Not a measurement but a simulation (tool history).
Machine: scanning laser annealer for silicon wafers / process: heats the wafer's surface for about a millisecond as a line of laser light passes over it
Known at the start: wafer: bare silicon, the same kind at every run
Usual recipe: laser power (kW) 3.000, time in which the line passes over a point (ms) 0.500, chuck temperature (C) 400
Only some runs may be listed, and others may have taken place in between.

| run | day | laser power (kW) | time in which the line passes over a point (ms) | chuck temperature (C) | highest temperature of the surface (C) |
|---|---|---|---|---|---|
| 1 | 0.000 | 3.000 | 0.500 | 400 | 1108 |
| 2 | 0.254 | 2.735 | 0.500 | 400 | 1033 |
| 3 | 0.538 | 3.000 | 0.500 | 400 | 1108 |
| 4 | 0.858 | 3.000 | 0.398 | 400 | 1038 |
| 5 | 1.042 | 3.000 | 0.398 | 400 | 1039 |
|  | 1.204 | laser's power meter calibrated |
| 6 | 1.583 | 3.000 | 0.500 | 400 | 1111 |
| 7 | 1.771 | 3.228 | 0.575 | 419 | 1246 |
| 8 | 2.100 | 2.877 | 0.500 | 399 | 1074 |
| 9 | 2.304 | 2.658 | 0.500 | 368 | 980 |
| 10 | 2.717 | 2.985 | 0.419 | 422 | 1071 |
| 11 | 3.100 | 3.060 | 0.368 | 369 | 999 |

Hidden state or all else? Some run-to-run changes of highest temperature of the surface (C), split into what the settings, what came in and random variation would give without the hidden state, and what is left for the hidden state (with any gauge scatter that isn't in both results):
Unlogged tool condition in this case: light that passes the window, % of a clean one's; laser's true power over the reading, %; width of the line over the set one, %; drift of the gauge itself on peak_c, C.
Run 7 -> 8: laser power (kW) 3.228 -> 2.877, time in which the line passes over a point (ms) 0.575 -> 0.500, chuck temperature (C) 419 -> 399. highest temperature of the surface (C) -172: hidden state +4, all else -176.
